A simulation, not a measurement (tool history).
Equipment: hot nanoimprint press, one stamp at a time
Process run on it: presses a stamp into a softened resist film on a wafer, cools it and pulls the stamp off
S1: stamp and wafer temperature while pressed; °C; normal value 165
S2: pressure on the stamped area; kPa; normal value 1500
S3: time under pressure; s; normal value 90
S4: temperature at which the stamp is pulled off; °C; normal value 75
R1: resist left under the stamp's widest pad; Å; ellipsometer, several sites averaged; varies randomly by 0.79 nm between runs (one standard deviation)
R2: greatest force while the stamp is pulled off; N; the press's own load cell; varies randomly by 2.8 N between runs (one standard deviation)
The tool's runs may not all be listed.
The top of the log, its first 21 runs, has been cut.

| run | hour | S1 | S2 | S3 | S4 | R1 | R2 |
|---|---|---|---|---|---|---|---|
| 22 | 1238.6 | 169 | 1400 | 90 | 65 | 1794 | 226 |
| 23 | 1295.1 | 169 | 1400 | 90 | 65 | 1815 | 237 |
|  | 1316.5 | stamp cleaned and given a new release coat |
| 24 | 1333.8 | 162 | 1770 | 82 | 77 | 2252 | 135 |
| 25 | 1397.2 | 162 | 1770 | 82 | 77 | 2251 | 139 |
| 26 | 1448.4 | 159 | 1500 | 45 | 75 | 2954 | 152 |
| 27 | 1487.0 | 159 | 1500 | 45 | 75 | 2971 | 158 |
| 28 | 1555.6 | 171 | 1500 | 90 | 73 | 1647 | 168 |
| 29 | 1629.9 | 171 | 2270 | 56 | 73 | 1567 | 170 |
| 30 | 1699.0 | 171 | 2270 | 56 | 73 | 1569 | 182 |

Branching from run 30: 4 alternative next runs. What would each branch give?
|  | 1721.2 | plate thermocouple calibrated |
| A | 1744.1 | 167 | 1500 | 90 | 75 | ? | ? |
|  | 1721.2 | plate thermocouple calibrated |
| B | 1744.1 | 165 | 1500 | 90 | 71 | ? | ? |
|  | 1721.2 | plate thermocouple calibrated |
| C | 1744.1 | 163 | 1150 | 50 | 73 | ? | ? |
|  | 1721.2 | plate thermocouple calibrated |
| D | 1744.1 | 162 | 990 | 90 | 83 | ? | ? |

| run | R1 | R2 |
|---|---|---|
| A | 1903 | 169 |
| B | 2070 | 188 |
| C | 2799 | 184 |
| D | 2715 | 145 |
Had the tool no hidden state, the same runs would have come out as:
| run | R1 | R2 |
|---|---|---|
| A | 1851 | 131 |
| B | 2016 | 147 |
| C | 2761 | 143 |
| D | 2677 | 113 |
